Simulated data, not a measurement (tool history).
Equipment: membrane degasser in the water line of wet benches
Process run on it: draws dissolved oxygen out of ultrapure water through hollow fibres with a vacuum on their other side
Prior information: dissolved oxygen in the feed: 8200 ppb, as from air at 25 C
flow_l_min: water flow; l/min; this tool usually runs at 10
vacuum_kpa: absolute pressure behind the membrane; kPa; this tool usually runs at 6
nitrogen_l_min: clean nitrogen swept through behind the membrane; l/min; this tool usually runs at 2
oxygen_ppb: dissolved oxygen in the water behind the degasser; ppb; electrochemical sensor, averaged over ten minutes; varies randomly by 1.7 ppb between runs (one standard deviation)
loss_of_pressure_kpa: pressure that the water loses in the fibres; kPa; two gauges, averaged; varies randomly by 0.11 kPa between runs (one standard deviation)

{"run": 1, "day": 0.0, "flow_l_min": 10, "vacuum_kpa": 6, "nitrogen_l_min": 2, "oxygen_ppb": 186, "loss_of_pressure_kpa": 33.95}
{"run": 2, "day": 7.854, "flow_l_min": 10, "vacuum_kpa": 6, "nitrogen_l_min": 2, "oxygen_ppb": 191.8, "loss_of_pressure_kpa": 33.87}
{"run": 3, "day": 14.017, "flow_l_min": 10, "vacuum_kpa": 6.62, "nitrogen_l_min": 2, "oxygen_ppb": 192.1, "loss_of_pressure_kpa": 34.04}
{"run": 4, "day": 21.092, "flow_l_min": 12, "vacuum_kpa": 6, "nitrogen_l_min": 2, "oxygen_ppb": 245, "loss_of_pressure_kpa": 40.57}
{"run": 5, "day": 25.317, "flow_l_min": 12, "vacuum_kpa": 6, "nitrogen_l_min": 2, "oxygen_ppb": 247.8, "loss_of_pressure_kpa": 40.84}
{"run": 6, "day": 29.925, "flow_l_min": 12, "vacuum_kpa": 6, "nitrogen_l_min": 2, "oxygen_ppb": 247.5, "loss_of_pressure_kpa": 40.67}
{"run": 7, "day": 33.408, "flow_l_min": 12, "vacuum_kpa": 6, "nitrogen_l_min": 2, "oxygen_ppb": 252.2, "loss_of_pressure_kpa": 40.81}
{"run": 8, "day": 40.125, "flow_l_min": 8, "vacuum_kpa": 4.91, "nitrogen_l_min": 5.46, "oxygen_ppb": 113.1, "loss_of_pressure_kpa": 27.24}
{"run": 9, "day": 44.617, "flow_l_min": 8, "vacuum_kpa": 4.91, "nitrogen_l_min": 5.46, "oxygen_ppb": 113.4, "loss_of_pressure_kpa": 27.26}
{"run": 10, "day": 52.821, "flow_l_min": 11, "vacuum_kpa": 4.86, "nitrogen_l_min": 5.46, "oxygen_ppb": 195.2, "loss_of_pressure_kpa": 37.29}
{"run": 11, "day": 57.271, "flow_l_min": 11, "vacuum_kpa": 4.86, "nitrogen_l_min": 5.46, "oxygen_ppb": 196.8, "loss_of_pressure_kpa": 37.54}
{"run": 12, "day": 61.296, "flow_l_min": 11, "vacuum_kpa": 4.86, "nitrogen_l_min": 5.46, "oxygen_ppb": 195, "loss_of_pressure_kpa": 37.65}
{"run": 13, "day": 68.633, "flow_l_min": 11, "vacuum_kpa": 11.69, "nitrogen_l_min": 2.02, "oxygen_ppb": 297.8, "loss_of_pressure_kpa": 37.68}

3 ways to go on from here, each from the tool as it stands after run 13. What would each give?
{"run": "A", "day": 73.617, "flow_l_min": 11, "vacuum_kpa": 5.62, "nitrogen_l_min": 3.8, "oxygen_ppb": "?", "loss_of_pressure_kpa": "?"}
{"run": "B", "day": 73.617, "flow_l_min": 11, "vacuum_kpa": 10.07, "nitrogen_l_min": 2.02, "oxygen_ppb": "?", "loss_of_pressure_kpa": "?"}
{"run": "C", "day": 73.617, "flow_l_min": 13, "vacuum_kpa": 5.98, "nitrogen_l_min": 1.53, "oxygen_ppb": "?", "loss_of_pressure_kpa": "?"}

run=A oxygen_ppb=207.2 loss_of_pressure_kpa=37.53
run=B oxygen_ppb=275.1 loss_of_pressure_kpa=37.63
run=C oxygen_ppb=295.7 loss_of_pressure_kpa=44.49
Had the tool no hidden state, the same runs would have come out as:
run=A oxygen_ppb=180.1 loss_of_pressure_kpa=36.1
run=B oxygen_ppb=247 loss_of_pressure_kpa=36.19
run=C oxygen_ppb=262.5 loss_of_pressure_kpa=42.79
